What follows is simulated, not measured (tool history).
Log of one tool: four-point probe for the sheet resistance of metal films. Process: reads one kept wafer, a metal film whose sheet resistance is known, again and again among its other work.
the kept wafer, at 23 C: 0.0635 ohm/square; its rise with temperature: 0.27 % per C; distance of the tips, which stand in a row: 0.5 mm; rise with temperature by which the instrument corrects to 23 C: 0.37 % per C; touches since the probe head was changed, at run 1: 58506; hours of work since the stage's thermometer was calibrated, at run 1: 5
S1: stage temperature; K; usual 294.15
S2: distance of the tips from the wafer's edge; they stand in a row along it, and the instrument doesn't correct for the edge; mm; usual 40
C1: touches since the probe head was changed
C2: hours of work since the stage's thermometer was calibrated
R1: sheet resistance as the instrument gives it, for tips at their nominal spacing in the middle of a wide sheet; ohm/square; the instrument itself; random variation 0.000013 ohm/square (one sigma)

run 1 hour=0 | S1=294.15 S2=40 | C1=58506 C2=5 | R1=0.063567
run 2 hour=49.1 | S1=294.15 S2=40 | C1=60211 C2=42 | R1=0.063556
run 3 hour=107.1 | S1=294.15 S2=40 | C1=62221 C2=85 | R1=0.063532
run 4 hour=152.2 | S1=294.15 S2=40 | C1=63787 C2=119 | R1=0.063566
run 5 hour=179.5 | S1=294.15 S2=40 | C1=64732 C2=139 | R1=0.063565
run 6 hour=223.9 | S1=294.15 S2=41 | C1=66274 C2=172 | R1=0.06355
run 7 hour=256.1 | S1=294.15 S2=41 | C1=67391 C2=196 | R1=0.063537
run 8 hour=306.8 | S1=294.15 S2=41 | C1=69151 C2=234 | R1=0.063566
run 9 hour=348.8 | S1=294.15 S2=41 | C1=70608 C2=265 | R1=0.063565
-- hour=353 stage's thermometer calibrated
run 10 hour=399.2 | S1=294.15 S2=41 | C1=72337 C2=34 | R1=0.063558
run 11 hour=452.7 | S1=306.15 S2=22 | C1=74195 C2=74 | R1=0.062809
-- hour=472.8 stage's thermometer calibrated, once more
run 12 hour=481.7 | S1=295.15 S2=10 | C1=75185 C2=7 | R1=0.063633
run 13 hour=521.8 | S1=304.15 S2=50 | C1=76575 C2=36 | R1=0.062965

The same runs without the tool's hidden state, with the same run-to-run variation:
The hidden state here: inner tips' distance over the nominal, %; tips' flats over new ones', %; wafer's true temperature over the reading, C; drift of the gauge itself on sheet_ohm, %.
run=1 R1=0.063653
run=2 R1=0.06364
run=3 R1=0.063613
run=4 R1=0.063645
run=5 R1=0.063643
run=6 R1=0.063627
run=7 R1=0.063612
run=8 R1=0.063639
run=9 R1=0.063636
run=10 R1=0.063632
run=11 R1=0.06288
run=12 R1=0.063677
run=13 R1=0.063007
